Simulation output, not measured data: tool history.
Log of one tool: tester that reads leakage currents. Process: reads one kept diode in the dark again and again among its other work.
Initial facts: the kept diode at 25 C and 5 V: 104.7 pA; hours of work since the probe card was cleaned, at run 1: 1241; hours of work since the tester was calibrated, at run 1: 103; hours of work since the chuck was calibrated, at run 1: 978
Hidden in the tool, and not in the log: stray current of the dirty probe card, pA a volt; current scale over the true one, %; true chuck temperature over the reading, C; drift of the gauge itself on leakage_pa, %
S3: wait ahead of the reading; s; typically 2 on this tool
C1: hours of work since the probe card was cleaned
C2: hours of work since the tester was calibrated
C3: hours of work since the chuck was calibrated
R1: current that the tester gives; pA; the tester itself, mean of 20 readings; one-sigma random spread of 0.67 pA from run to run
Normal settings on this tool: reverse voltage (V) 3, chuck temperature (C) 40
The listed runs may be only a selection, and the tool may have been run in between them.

run 1 hour=0 | reverse_voltage_(V)=3 chuck_temperature_(C)=40 S3=2 | C1=1241 C2=103 C3=978 | R1=218
run 2 hour=87.9 | reverse_voltage_(V)=3 chuck_temperature_(C)=40 S3=2 | C1=1279 C2=141 C3=1016 | R1=219.29
run 3 hour=232.3 | reverse_voltage_(V)=3 chuck_temperature_(C)=40 S3=2 | C1=1342 C2=203 C3=1079 | R1=218.27
run 4 hour=350.4 | reverse_voltage_(V)=3 chuck_temperature_(C)=40 S3=2 | C1=1393 C2=255 C3=1130 | R1=216.08
run 5 hour=461.3 | reverse_voltage_(V)=3 chuck_temperature_(C)=40 S3=2 | C1=1441 C2=303 C3=1178 | R1=215.73
run 6 hour=541.6 | reverse_voltage_(V)=3 chuck_temperature_(C)=40 S3=2 | C1=1476 C2=338 C3=1213 | R1=214.91
run 7 hour=630.8 | reverse_voltage_(V)=3 chuck_temperature_(C)=40 S3=2 | C1=1515 C2=376 C3=1252 | R1=215.62
run 8 hour=737.4 | reverse_voltage_(V)=3 chuck_temperature_(C)=40 S3=2 | C1=1561 C2=422 C3=1298 | R1=213.87
run 9 hour=820.8 | reverse_voltage_(V)=3 chuck_temperature_(C)=40 S3=2 | C1=1597 C2=459 C3=1334 | R1=215.4
-- hour=852.8 chuck's temperature calibrated
run 10 hour=945.1 | reverse_voltage_(V)=3 chuck_temperature_(C)=40 S3=2 | C1=1650 C2=512 C3=40 | R1=224.83
run 11 hour=1016.9 | reverse_voltage_(V)=3 chuck_temperature_(C)=40 S3=2 | C1=1681 C2=543 C3=71 | R1=224.08
run 12 hour=1087.1 | reverse_voltage_(V)=3 chuck_temperature_(C)=40 S3=2 | C1=1712 C2=573 C3=102 | R1=223.86
run 13 hour=1204.3 | reverse_voltage_(V)=3 chuck_temperature_(C)=40 S3=2 | C1=1763 C2=624 C3=152 | R1=223.98
run 14 hour=1308.6 | reverse_voltage_(V)=3 chuck_temperature_(C)=40 S3=0.58 | C1=1808 C2=669 C3=198 | R1=224.66
run 15 hour=1397.5 | reverse_voltage_(V)=3 chuck_temperature_(C)=40 S3=0.58 | C1=1846 C2=708 C3=236 | R1=224.38
run 16 hour=1543.9 | reverse_voltage_(V)=3 chuck_temperature_(C)=40 S3=0.58 | C1=1910 C2=771 C3=300 | R1=222.63
run 17 hour=1688.1 | reverse_voltage_(V)=3 chuck_temperature_(C)=40 S3=0.58 | C1=1972 C2=834 C3=362 | R1=222.28
run 18 hour=1808.9 | reverse_voltage_(V)=3 chuck_temperature_(C)=40 S3=0.58 | C1=2025 C2=886 C3=415 | R1=222.88
run 19 hour=1952.4 | reverse_voltage_(V)=3 chuck_temperature_(C)=33 S3=2 | C1=2087 C2=949 C3=477 | R1=139.16
run 20 hour=2021.8 | reverse_voltage_(V)=3 chuck_temperature_(C)=33 S3=2 | C1=2117 C2=979 C3=507 | R1=139.06
run 21 hour=2092.2 | reverse_voltage_(V)=3 chuck_temperature_(C)=29 S3=1.82 | C1=2148 C2=1009 C3=538 | R1=105.63
run 22 hour=2164.8 | reverse_voltage_(V)=3 chuck_temperature_(C)=29 S3=2.73 | C1=2179 C2=1041 C3=569 | R1=105.43
run 23 hour=2233.8 | reverse_voltage_(V)=3 chuck_temperature_(C)=59 S3=3.96 | C1=2209 C2=1071 C3=599 | R1=709.23
run 24 hour=2356.2 | reverse_voltage_(V)=19.29 chuck_temperature_(C)=59 S3=2.23 | C1=2262 C2=1124 C3=652 | R1=1942.16
run 25 hour=2429.1 | reverse_voltage_(V)=19.29 chuck_temperature_(C)=20 S3=0.43 | C1=2294 C2=1155 C3=684 | R1=181.1
run 26 hour=2565.6 | reverse_voltage_(V)=1.31 chuck_temperature_(C)=40 S3=3.97 | C1=2353 C2=1215 C3=743 | R1=138.67
run 27 hour=2646.7 | reverse_voltage_(V)=8.53 chuck_temperature_(C)=28 S3=3.97 | C1=2388 C2=1250 C3=778 | R1=176.47
run 28 hour=2747.8 | reverse_voltage_(V)=8.53 chuck_temperature_(C)=28 S3=3.97 | C1=2432 C2=1294 C3=822 | R1=176.22
run 29 hour=2825.1 | reverse_voltage_(V)=2.22 chuck_temperature_(C)=40 S3=6.91 | C1=2466 C2=1327 C3=855 | R1=184.14
run 30 hour=2922.3 | reverse_voltage_(V)=2.22 chuck_temperature_(C)=45 S3=0.62 | C1=2508 C2=1369 C3=898 | R1=255.17
-- hour=2969.7 probe card cleaned and baked
run 31 hour=3033.2 | reverse_voltage_(V)=2.22 chuck_temperature_(C)=45 S3=0.62 | C1=28 C2=1416 C3=944 | R1=250.7
run 32 hour=3172.7 | reverse_voltage_(V)=5.91 chuck_temperature_(C)=39 S3=2 | C1=88 C2=1477 C3=1005 | R1=287.58

Forecast run 33:
run 33 hour=3311.2 | reverse_voltage_(V)=5.91 chuck_temperature_(C)=39 S3=2 | C1=148 C2=1537 C3=1065 | R1=?

{"run 33": {"R1": 287.63}}
Minus the tool's unlogged condition, the same run would have read R1 303.76 pA.
